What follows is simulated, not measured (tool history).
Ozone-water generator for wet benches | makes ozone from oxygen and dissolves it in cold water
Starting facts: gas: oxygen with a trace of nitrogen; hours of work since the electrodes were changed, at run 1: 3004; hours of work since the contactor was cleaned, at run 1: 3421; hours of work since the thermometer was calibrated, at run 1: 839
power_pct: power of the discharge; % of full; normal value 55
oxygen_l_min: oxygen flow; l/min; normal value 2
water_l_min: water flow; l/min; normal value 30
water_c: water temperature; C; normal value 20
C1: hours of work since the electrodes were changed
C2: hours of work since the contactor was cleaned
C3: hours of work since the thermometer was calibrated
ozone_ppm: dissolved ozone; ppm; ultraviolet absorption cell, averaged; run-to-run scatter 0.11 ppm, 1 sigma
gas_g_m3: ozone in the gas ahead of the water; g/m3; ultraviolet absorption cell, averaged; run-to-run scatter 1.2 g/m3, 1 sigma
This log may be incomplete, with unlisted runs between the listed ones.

{"run": 1, "hour": 0.0, "power_pct": 55, "oxygen_l_min": 2, "water_l_min": 30, "water_c": 20, "C1": 3004, "C2": 3421, "C3": 839, "ozone_ppm": 8.8, "gas_g_m3": 209.3}
{"run": 2, "hour": 88.9, "power_pct": 55, "oxygen_l_min": 2, "water_l_min": 30, "water_c": 12, "C1": 3070, "C2": 3487, "C3": 905, "ozone_ppm": 9.1, "gas_g_m3": 210.6}
{"run": 3, "hour": 153.1, "power_pct": 55, "oxygen_l_min": 2, "water_l_min": 30, "water_c": 12, "C1": 3117, "C2": 3534, "C3": 953, "ozone_ppm": 9.3, "gas_g_m3": 208.4}
{"run": 4, "hour": 221.1, "power_pct": 55, "oxygen_l_min": 2, "water_l_min": 30, "water_c": 12, "C1": 3167, "C2": 3585, "C3": 1003, "ozone_ppm": 9.3, "gas_g_m3": 208.3}
{"run": 5, "hour": 313.1, "power_pct": 55, "oxygen_l_min": 2, "water_l_min": 30, "water_c": 20, "C1": 3236, "C2": 3653, "C3": 1071, "ozone_ppm": 8.6, "gas_g_m3": 207.3}
{"run": 6, "hour": 385.7, "power_pct": 55, "oxygen_l_min": 2, "water_l_min": 30, "water_c": 20, "C1": 3289, "C2": 3707, "C3": 1125, "ozone_ppm": 8.9, "gas_g_m3": 206.2}
{"run": 7, "hour": 459.5, "power_pct": 55, "oxygen_l_min": 2, "water_l_min": 36, "water_c": 20, "C1": 3344, "C2": 3761, "C3": 1180, "ozone_ppm": 7.1, "gas_g_m3": 208.3}
{"run": 8, "hour": 526.0, "power_pct": 55, "oxygen_l_min": 1.1, "water_l_min": 30, "water_c": 20, "C1": 3393, "C2": 3811, "C3": 1229, "ozone_ppm": 7.5, "gas_g_m3": 294.3}
{"run": 9, "hour": 609.3, "power_pct": 55, "oxygen_l_min": 1.1, "water_l_min": 30, "water_c": 20, "C1": 3455, "C2": 3872, "C3": 1290, "ozone_ppm": 7.3, "gas_g_m3": 296}
{"run": 10, "hour": 701.3, "power_pct": 53, "oxygen_l_min": 2, "water_l_min": 30, "water_c": 20, "C1": 3523, "C2": 3941, "C3": 1359, "ozone_ppm": 8.5, "gas_g_m3": 201.9}
{"run": 11, "hour": 743.8, "power_pct": 53, "oxygen_l_min": 2, "water_l_min": 30, "water_c": 20, "C1": 3555, "C2": 3972, "C3": 1390, "ozone_ppm": 8.6, "gas_g_m3": 200}
{"run": 12, "hour": 806.9, "power_pct": 53, "oxygen_l_min": 2, "water_l_min": 30, "water_c": 20, "C1": 3601, "C2": 4019, "C3": 1437, "ozone_ppm": 8.6, "gas_g_m3": 201.4}
{"run": 13, "hour": 898.9, "power_pct": 67, "oxygen_l_min": 2, "water_l_min": 30, "water_c": 20, "C1": 3670, "C2": 4087, "C3": 1505, "ozone_ppm": 10, "gas_g_m3": 236}
{"run": 14, "hour": 974.2, "power_pct": 67, "oxygen_l_min": 2, "water_l_min": 30, "water_c": 20, "C1": 3725, "C2": 4143, "C3": 1561, "ozone_ppm": 9.9, "gas_g_m3": 234.6}
{"run": 15, "hour": 1028.6, "power_pct": 55, "oxygen_l_min": 2, "water_l_min": 30, "water_c": 20, "C1": 3766, "C2": 4183, "C3": 1601, "ozone_ppm": 8.6, "gas_g_m3": 206.2}
{"run": 16, "hour": 1121.3, "power_pct": 55, "oxygen_l_min": 2, "water_l_min": 30, "water_c": 20, "C1": 3834, "C2": 4252, "C3": 1670, "ozone_ppm": 8.5, "gas_g_m3": 206.2}
{"run": 17, "hour": 1192.7, "power_pct": 54, "oxygen_l_min": 1.11, "water_l_min": 35, "water_c": 14, "C1": 3887, "C2": 4305, "C3": 1723, "ozone_ppm": 6.1, "gas_g_m3": 288.7}
{"run": 18, "hour": 1247.4, "power_pct": 54, "oxygen_l_min": 1.11, "water_l_min": 35, "water_c": 14, "C1": 3928, "C2": 4345, "C3": 1763, "ozone_ppm": 6.2, "gas_g_m3": 289.2}
{"run": 19, "hour": 1342.4, "power_pct": 44, "oxygen_l_min": 2, "water_l_min": 30, "water_c": 15, "C1": 3998, "C2": 4415, "C3": 1834, "ozone_ppm": 7.7, "gas_g_m3": 179.4}
{"run": 20, "hour": 1398.1, "power_pct": 77, "oxygen_l_min": 2.94, "water_l_min": 30, "water_c": 15, "C1": 4039, "C2": 4457, "C3": 1875, "ozone_ppm": 11.9, "gas_g_m3": 203.3}
{"run": 21, "hour": 1501.2, "power_pct": 88, "oxygen_l_min": 2.39, "water_l_min": 25, "water_c": 13, "C1": 4116, "C2": 4533, "C3": 1951, "ozone_ppm": 15.8, "gas_g_m3": 250.3}
{"run": 22, "hour": 1544.8, "power_pct": 55, "oxygen_l_min": 1.4, "water_l_min": 30, "water_c": 20, "C1": 4148, "C2": 4565, "C3": 1983, "ozone_ppm": 7.9, "gas_g_m3": 252.6}
{"run": 23, "hour": 1608.4, "power_pct": 88, "oxygen_l_min": 2, "water_l_min": 30, "water_c": 20, "C1": 4195, "C2": 4613, "C3": 2031, "ozone_ppm": 11.7, "gas_g_m3": 275.8}
{"run": 24, "hour": 1674.5, "power_pct": 88, "oxygen_l_min": 2, "water_l_min": 30, "water_c": 20, "C1": 4244, "C2": 4662, "C3": 2080, "ozone_ppm": 11.7, "gas_g_m3": 277.4}
{"run": 25, "hour": 1729.8, "power_pct": 96, "oxygen_l_min": 1.45, "water_l_min": 46, "water_c": 24, "C1": 4285, "C2": 4702, "C3": 2121, "ozone_ppm": 6.6, "gas_g_m3": 352.8}
{"run": 26, "hour": 1794.6, "power_pct": 96, "oxygen_l_min": 1.45, "water_l_min": 46, "water_c": 24, "C1": 4333, "C2": 4750, "C3": 2169, "ozone_ppm": 6.6, "gas_g_m3": 354.2}
{"run": 27, "hour": 1871.3, "power_pct": 54, "oxygen_l_min": 1.34, "water_l_min": 20, "water_c": 22, "C1": 4390, "C2": 4807, "C3": 2225, "ozone_ppm": 12, "gas_g_m3": 256.9}
{"run": 28, "hour": 1928.6, "power_pct": 97, "oxygen_l_min": 2, "water_l_min": 39, "water_c": 20, "C1": 4432, "C2": 4850, "C3": 2268, "ozone_ppm": 9.1, "gas_g_m3": 293.2}
{"run": 29, "hour": 1984.4, "power_pct": 97, "oxygen_l_min": 2, "water_l_min": 39, "water_c": 20, "C1": 4474, "C2": 4891, "C3": 2309, "ozone_ppm": 9.2, "gas_g_m3": 292.5}
{"run": 30, "hour": 2077.0, "power_pct": 40, "oxygen_l_min": 1.34, "water_l_min": 30, "water_c": 20, "C1": 4542, "C2": 4960, "C3": 2378, "ozone_ppm": 6.2, "gas_g_m3": 211.5}
{"run": 31, "hour": 2148.2, "power_pct": 93, "oxygen_l_min": 1.9, "water_l_min": 30, "water_c": 20, "C1": 4595, "C2": 5012, "C3": 2431, "ozone_ppm": 12, "gas_g_m3": 291.7}
{"run": 32, "hour": 2248.6, "power_pct": 68, "oxygen_l_min": 1.66, "water_l_min": 30, "water_c": 20, "C1": 4669, "C2": 5087, "C3": 2505, "ozone_ppm": 9.4, "gas_g_m3": 259.9}

What if the next run were any one of these 5? Each begins from the tool's condition after run 32:
{"run": "A", "hour": 2318.1, "power_pct": 89, "oxygen_l_min": 2, "water_l_min": 30, "water_c": 16, "C1": 4721, "C2": 5138, "C3": 2556, "ozone_ppm": "?", "gas_g_m3": "?"}
{"run": "B", "hour": 2318.1, "power_pct": 93, "oxygen_l_min": 1.09, "water_l_min": 22, "water_c": 20, "C1": 4721, "C2": 5138, "C3": 2556, "ozone_ppm": "?", "gas_g_m3": "?"}
{"run": "C", "hour": 2318.1, "power_pct": 43, "oxygen_l_min": 3.14, "water_l_min": 20, "water_c": 20, "C1": 4721, "C2": 5138, "C3": 2556, "ozone_ppm": "?", "gas_g_m3": "?"}
{"run": "D", "hour": 2318.1, "power_pct": 55, "oxygen_l_min": 3.47, "water_l_min": 28, "water_c": 13, "C1": 4721, "C2": 5138, "C3": 2556, "ozone_ppm": "?", "gas_g_m3": "?"}
{"run": "E", "hour": 2318.1, "power_pct": 85, "oxygen_l_min": 2, "water_l_min": 33, "water_c": 20, "C1": 4721, "C2": 5138, "C3": 2556, "ozone_ppm": "?", "gas_g_m3": "?"}

run=A ozone_ppm=11.9 gas_g_m3=276.2
run=B ozone_ppm=14.7 gas_g_m3=405.8
run=C ozone_ppm=12 gas_g_m3=132.9
run=D ozone_ppm=10.9 gas_g_m3=147.4
run=E ozone_ppm=10.2 gas_g_m3=268.2
What these runs would have given with no unlogged condition in the tool:
run=A ozone_ppm=13.2 gas_g_m3=297.3
run=B ozone_ppm=16.2 gas_g_m3=437.6
run=C ozone_ppm=12.8 gas_g_m3=138.8
run=D ozone_ppm=11.9 gas_g_m3=155.5
run=E ozone_ppm=11.3 gas_g_m3=288.2

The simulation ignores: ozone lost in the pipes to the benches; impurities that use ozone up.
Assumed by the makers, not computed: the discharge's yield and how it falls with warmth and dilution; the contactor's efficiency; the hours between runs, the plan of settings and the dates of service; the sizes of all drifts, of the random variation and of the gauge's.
